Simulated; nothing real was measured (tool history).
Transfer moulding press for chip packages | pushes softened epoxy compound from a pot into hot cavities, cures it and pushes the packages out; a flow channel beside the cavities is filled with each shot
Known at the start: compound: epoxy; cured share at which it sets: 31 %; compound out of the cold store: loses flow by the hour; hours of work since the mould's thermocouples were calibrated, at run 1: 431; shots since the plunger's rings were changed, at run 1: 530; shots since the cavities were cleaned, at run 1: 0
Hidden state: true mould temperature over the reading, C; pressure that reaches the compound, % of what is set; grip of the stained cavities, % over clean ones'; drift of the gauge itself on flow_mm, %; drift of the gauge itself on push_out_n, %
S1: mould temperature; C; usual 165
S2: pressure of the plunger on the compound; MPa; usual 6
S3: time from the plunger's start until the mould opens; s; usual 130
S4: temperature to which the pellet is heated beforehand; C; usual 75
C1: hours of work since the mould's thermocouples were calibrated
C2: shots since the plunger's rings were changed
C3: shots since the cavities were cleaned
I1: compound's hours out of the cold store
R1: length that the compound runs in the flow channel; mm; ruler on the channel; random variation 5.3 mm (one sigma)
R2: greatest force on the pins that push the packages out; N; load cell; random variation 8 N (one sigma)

| run | day | S1 | S2 | S3 | S4 | C1 | C2 | C3 | I1 | R1 | R2 |
|---|---|---|---|---|---|---|---|---|---|---|---|
| 1 | 0 | 165 | 6 | 130 | 75 | 431 | 530 | 0 | 47.9 | 468 | 337 |
| 2 | 1.342 | 165 | 6 | 130 | 75 | 453 | 876 | 346 | 36.6 | 488 | 523 |
| 3 | 2.496 | 165 | 6 | 130 | 75 | 472 | 1173 | 643 | 23.6 | 519 | 579 |
| 4 | 3.296 | 165 | 6 | 130 | 75 | 485 | 1378 | 848 | 19.7 | 519 | 625 |
|  | 3.958 | cavities cleaned with cleaning compound and waxed |
| 5 | 4.617 | 165 | 6 | 130 | 75 | 505 | 1702 | 169 | 19 | 518 | 761 |
| 6 | 6.112 | 165 | 6 | 130 | 75 | 530 | 2088 | 555 | 8.7 | 551 | 719 |
| 7 | 7.658 | 165 | 6 | 130 | 75 | 555 | 2485 | 952 | 37.6 | 483 | 682 |
|  | 7.812 | cavities cleaned with cleaning compound and waxed, once more |
| 8 | 8.946 | 165 | 6.82 | 130 | 75 | 575 | 2800 | 291 | 32.1 | 509 | 506 |
| 9 | 10.083 | 165 | 6.82 | 130 | 75 | 594 | 3092 | 583 | 23.5 | 536 | 574 |
| 10 | 10.754 | 165 | 6.82 | 130 | 75 | 605 | 3265 | 756 | 27.7 | 520 | 604 |
|  | 11.779 | cavities cleaned with cleaning compound and waxed |
| 11 | 12.079 | 165 | 6 | 130 | 75 | 625 | 3591 | 77 | 36.7 | 473 | 379 |
|  | 12.279 | mould's thermocouples calibrated |
| 12 | 13.738 | 165 | 6 | 130 | 75 | 24 | 3996 | 482 | 9.7 | 523 | 586 |
| 13 | 15.308 | 165 | 6 | 130 | 75 | 50 | 4400 | 886 | 29.4 | 484 | 618 |
|  | 15.8 | cavities cleaned with cleaning compound and waxed |
| 14 | 16.292 | 165 | 6 | 130 | 75 | 65 | 4637 | 127 | 23 | 496 | 413 |
| 15 | 17.704 | 165 | 6 | 130 | 75 | 88 | 5001 | 491 | 44.2 | 446 | 553 |
| 16 | 18.467 | 165 | 6 | 130 | 75 | 100 | 5197 | 687 | 24.5 | 492 | 608 |
|  | 18.946 | plunger's sealing rings changed |
|  | 19.838 | cavities cleaned with cleaning compound and waxed |
| 17 | 20.179 | 165 | 5.04 | 112 | 84 | 125 | 302 | 88 | 37.7 | 453 | 470 |
| 18 | 21.212 | 165 | 5.04 | 112 | 84 | 142 | 568 | 354 | 16.2 | 497 | 624 |
| 19 | 21.892 | 160 | 6.25 | 156 | 78 | 153 | 743 | 529 | 30.9 | 523 | 594 |
| 20 | 22.883 | 160 | 6.25 | 145 | 69 | 170 | 998 | 784 | 14 | 552 | 684 |
|  | 23.758 | cavities cleaned with cleaning compound and waxed |
| 21 | 24.562 | 160 | 5.07 | 126 | 83 | 196 | 1414 | 207 | 39.4 | 448 | 619 |
| 22 | 25.725 | 165 | 4.92 | 130 | 85 | 215 | 1713 | 506 | 27.4 | 451 | 578 |
| 23 | 26.408 | 165 | 5.75 | 130 | 85 | 226 | 1889 | 682 | 17 | 504 | 602 |
|  | 27.729 | cavities cleaned with cleaning compound and waxed |
| 24 | 27.971 | 161 | 6 | 148 | 82 | 251 | 2274 | 62 | 26.1 | 503 | 404 |
| 25 | 28.946 | 165 | 5.67 | 161 | 84 | 267 | 2526 | 314 | 39.4 | 460 | 467 |
| 26 | 30.55 | 168 | 6 | 130 | 81 | 293 | 2939 | 727 | 26.2 | 491 | 543 |
|  | 31.658 | cavities cleaned with cleaning compound and waxed |
| 27 | 31.683 | 165 | 7.32 | 130 | 69 | 310 | 3214 | 6 | 34.2 | 538 | 349 |
| 28 | 32.983 | 165 | 6.32 | 144 | 80 | 332 | 3549 | 341 | 20.3 | 510 | 489 |

Hidden state at the last listed run before each entry between runs and at the first one after, where it differs:
Between runs 4 and 5: cavities cleaned with cleaning compound and waxed (day 3.958)
  true mould temperature over the reading, C: 0.52 -> 0.55; pressure that reaches the compound, % of what is set: 96.24 -> 95.43; grip of the stained cavities, % over clean ones': 83.8 -> 129.3
  measured less the result without the state, R1: -11 -> -13 mm; R2: +280 -> +425 N
Between runs 7 and 8: cavities cleaned with cleaning compound and waxed, once more (day 7.812)
  true mould temperature over the reading, C: 0.6 -> 0.62; pressure that reaches the compound, % of what is set: 93.45 -> 92.59; grip of the stained cavities, % over clean ones': 102.3 -> 51.1
  measured less the result without the state, R1: -17 -> -22 mm; R2: +339 -> +166 N
Between runs 10 and 11: cavities cleaned with cleaning compound and waxed (day 11.779)
  true mould temperature over the reading, C: 0.66 -> 0.68; pressure that reaches the compound, % of what is set: 91.34 -> 90.51; grip of the stained cavities, % over clean ones': 82.3 -> 17.1
  measured less the result without the state, R1: -26 -> -25 mm; R2: +263 -> +49 N
Between runs 11 and 12: mould's thermocouples calibrated (day 12.279)
  true mould temperature over the reading, C: 0.68 -> -0.33; pressure that reaches the compound, % of what is set: 90.51 -> 89.49; grip of the stained cavities, % over clean ones': 17.1 -> 65.4
  measured less the result without the state, R1: -25 -> -30 mm; R2: +49 -> +238 N
Between runs 13 and 14: cavities cleaned with cleaning compound and waxed (day 15.8)
  true mould temperature over the reading, C: -0.3 -> -0.29; pressure that reaches the compound, % of what is set: 88.43 -> 87.83; grip of the stained cavities, % over clean ones': 84.8 -> 26
  measured less the result without the state, R1: -30 -> -33 mm; R2: +289 -> +89 N
Between runs 16 and 17: plunger's sealing rings changed (day 18.946); cavities cleaned with cleaning compound and waxed (day 19.838)
  true mould temperature over the reading, C: -0.25 -> -0.23; pressure that reaches the compound, % of what is set: 86.39 -> 98.41; grip of the stained cavities, % over clean ones': 78.5 -> 19.1
  measured less the result without the state, R1: -37 -> -3 mm; R2: +269 -> +81 N
Between runs 20 and 21: cavities cleaned with cleaning compound and waxed (day 23.758)
  true mould temperature over the reading, C: -0.18 -> -0.15; pressure that reaches the compound, % of what is set: 96.57 -> 95.33; grip of the stained cavities, % over clean ones': 82.4 -> 38.3
  measured less the result without the state, R1: -9 -> -11 mm; R2: +314 -> +176 N
Between runs 23 and 24: cavities cleaned with cleaning compound and waxed (day 27.729)
  true mould temperature over the reading, C: -0.12 -> -0.09; pressure that reaches the compound, % of what is set: 94.07 -> 93.05; grip of the stained cavities, % over clean ones': 77.8 -> 15.8
  measured less the result without the state, R1: -16 -> -19 mm; R2: +268 -> +56 N
Between runs 26 and 27: cavities cleaned with cleaning compound and waxed (day 31.658)
  true mould temperature over the reading, C: -0.05 -> -0.03; pressure that reaches the compound, % of what is set: 91.35 -> 90.66; grip of the stained cavities, % over clean ones': 79.6 -> 1.8
  measured less the result without the state, R1: -22 -> -27 mm; R2: +244 -> +6 N
